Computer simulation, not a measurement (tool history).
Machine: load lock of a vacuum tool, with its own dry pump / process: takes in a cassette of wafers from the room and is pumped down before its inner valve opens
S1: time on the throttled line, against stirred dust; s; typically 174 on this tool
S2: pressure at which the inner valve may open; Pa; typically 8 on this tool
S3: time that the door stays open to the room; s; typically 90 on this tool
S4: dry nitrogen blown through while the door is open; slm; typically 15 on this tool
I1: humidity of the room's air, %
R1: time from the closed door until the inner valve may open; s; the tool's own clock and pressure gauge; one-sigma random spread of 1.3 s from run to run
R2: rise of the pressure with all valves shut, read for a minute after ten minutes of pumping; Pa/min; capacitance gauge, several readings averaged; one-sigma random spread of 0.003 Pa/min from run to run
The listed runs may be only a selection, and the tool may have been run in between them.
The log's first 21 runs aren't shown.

{"run": 22, "hour": 3377.5, "S1": 174, "S2": 8, "S3": 42, "S4": 23, "I1": 47.5, "R1": 263.5, "R2": 0.039}
{"run": 23, "hour": 3599.9, "S1": 180, "S2": 12, "S3": 74, "S4": 7, "I1": 45.6, "R1": 263.4, "R2": 0.079}
{"run": 24, "hour": 3734.3, "S1": 111, "S2": 12, "S3": 74, "S4": 7, "I1": 43.7, "R1": 205.4, "R2": 0.078}
{"run": 25, "hour": 3831.5, "S1": 157, "S2": 10, "S3": 70, "S4": 8, "I1": 45.6, "R1": 248.0, "R2": 0.074}
{"run": 26, "hour": 4037.2, "S1": 172, "S2": 15, "S3": 70, "S4": 8, "I1": 46.5, "R1": 255.1, "R2": 0.075}
{"run": 27, "hour": 4220.3, "S1": 155, "S2": 15, "S3": 212, "S4": 8, "I1": 46.4, "R1": 240.0, "R2": 0.135}
{"run": 28, "hour": 4357.4, "S1": 155, "S2": 15, "S3": 212, "S4": 8, "I1": 46.3, "R1": 241.3, "R2": 0.142}
{"run": 29, "hour": 4559.3, "S1": 155, "S2": 15, "S3": 212, "S4": 8, "I1": 47.5, "R1": 239.8, "R2": 0.142}
{"run": 30, "hour": 4682.8, "S1": 155, "S2": 15, "S3": 138, "S4": 22, "I1": 45.4, "R1": 240.8, "R2": 0.075}
{"run": 31, "hour": 4832.3, "S1": 155, "S2": 8, "S3": 138, "S4": 17, "I1": 45.9, "R1": 249.1, "R2": 0.086}
{"run": 32, "hour": 4986.1, "S1": 207, "S2": 6, "S3": 90, "S4": 23, "I1": 44.9, "R1": 296.9, "R2": 0.065}
{"run": 33, "hour": 5166.4, "S1": 207, "S2": 6, "S3": 90, "S4": 23, "I1": 43.0, "R1": 296.3, "R2": 0.064}
{"run": 34, "hour": 5274.4, "S1": 207, "S2": 9, "S3": 33, "S4": 23, "I1": 43.1, "R1": 291.4, "R2": 0.047}
{"run": 35, "hour": 5439.8, "S1": 207, "S2": 9, "S3": 33, "S4": 23, "I1": 45.2, "R1": 289.4, "R2": 0.045}
{"run": 36, "hour": 5571.7, "S1": 165, "S2": 11, "S3": 144, "S4": 15, "I1": 47.2, "R1": 254.1, "R2": 0.101}

Alternative continuations, all from the tool just after run 36; predict every row:
{"run": "A", "hour": 5771.1, "S1": 165, "S2": 8, "S3": 134, "S4": 24, "I1": 47.4, "R1": "?", "R2": "?"}
{"run": "B", "hour": 5771.1, "S1": 174, "S2": 8, "S3": 90, "S4": 31, "I1": 42.8, "R1": "?", "R2": "?"}
{"run": "C", "hour": 5771.1, "S1": 97, "S2": 14, "S3": 28, "S4": 15, "I1": 46.1, "R1": "?", "R2": "?"}
{"run": "D", "hour": 5771.1, "S1": 174, "S2": 8, "S3": 90, "S4": 12, "I1": 45.1, "R1": "?", "R2": "?"}

run=A R1=258.8 R2=0.080
run=B R1=267.0 R2=0.065
run=C R1=192.9 R2=0.057
run=D R1=267.0 R2=0.083
With the hidden condition removed and each run's random variation left untouched, the same runs would have given:
run=A R1=249.0 R2=0.044
run=B R1=257.6 R2=0.030
run=C R1=183.1 R2=0.021
run=D R1=257.6 R2=0.047
